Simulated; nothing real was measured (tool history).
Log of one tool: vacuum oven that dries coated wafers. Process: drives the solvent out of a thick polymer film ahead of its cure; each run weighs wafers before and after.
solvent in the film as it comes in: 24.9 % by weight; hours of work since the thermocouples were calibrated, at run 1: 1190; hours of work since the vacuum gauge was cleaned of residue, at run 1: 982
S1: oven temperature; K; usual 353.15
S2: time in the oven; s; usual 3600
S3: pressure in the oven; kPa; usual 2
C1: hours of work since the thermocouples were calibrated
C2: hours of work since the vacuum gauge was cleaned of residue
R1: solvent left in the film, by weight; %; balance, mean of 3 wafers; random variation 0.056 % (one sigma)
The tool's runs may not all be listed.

run	hour	S1	S2	S3	C1	C2	R1
1	0	353.15	3600	2	1190	982	2.7
2	35.8	353.15	3600	2	1216	1008	2.55
3	59.3	353.15	3600	2	1233	1025	2.76
4	86.4	353.15	3600	2	1252	1045	2.68
5	121.4	353.15	3600	2	1278	1070	2.6
6	144.7	353.15	3600	2	1295	1087	2.75
7	162	353.15	3600	2	1307	1100	2.72
8	180.6	353.15	5640	2	1321	1113	1.47
9	221.5	353.15	3600	4.95	1350	1143	4.22
10	263.1	353.15	3600	4.95	1380	1173	4.25
11	291	353.15	3600	4.95	1401	1193	4.17
12	315.7	353.15	3600	2	1418	1211	2.61
13	340.3	339.15	3600	2	1436	1229	7.68
14	368.9	339.15	3600	2	1457	1250	7.89
15	405.7	353.15	3600	2	1484	1276	2.65
16	448.5	353.15	3600	2	1515	1307	2.71
17	486.2	353.15	3600	2	1542	1335	2.68
18	523	353.15	3600	2	1569	1361	2.6
19	542.5	353.15	3600	1.78	1583	1376	2.63
# hour 553.6: oven's thermocouples calibrated
20	562.2	353.15	2220	2	6	1388	5.13
21	584.3	350.15	2220	1.9	22	1404	6.13
22	607.7	350.15	2220	1.9	39	1421	6.37
23	625.9	352.15	4800	4.1	52	1435	3.09
24	654.7	353.15	3300	3.31	73	1455	3.7
25	697.3	350.15	1980	1.35	104	1486	6.8
26	728	343.15	3600	6.69	126	1509	9.15
27	764.5	343.15	3600	6.69	153	1535	9.37
28	803.7	343.15	3600	6.69	181	1563	9.15
29	828.1	351.15	4200	5.28	199	1581	4.52
30	854.3	351.15	4200	5.28	218	1600	4.38
31	871.8	353.15	4500	2.11	231	1613	1.89
32	898.7	353.15	4500	2.11	250	1632	2.04
33	928.4	353.15	5820	5.98	272	1654	3.53
34	948.4	353.15	5820	5.98	286	1668	3.68
35	988.9	353.15	5820	5.98	315	1698	3.66
36	1018.5	360.15	2820	3.3	337	1719	2.55
37	1058.2	344.15	2820	6.48	366	1748	9.85
38	1089.8	353.15	6180	3.21	389	1771	1.97
# hour 1125.4: vacuum gauge cleaned of residue and calibrated
39	1125.4	358.15	1980	4.08	413	0	4.91

Hidden state at the last listed run before each entry between runs and at the first one after, where it differs:
Between runs 19 and 20: oven's thermocouples calibrated (hour 553.6)
  true wafer temperature over the reading, C: -0.11 -> 0.01
Between runs 38 and 39: vacuum gauge cleaned of residue and calibrated (hour 1125.4)
  true pressure over the reading, kPa: 0.022 -> 0
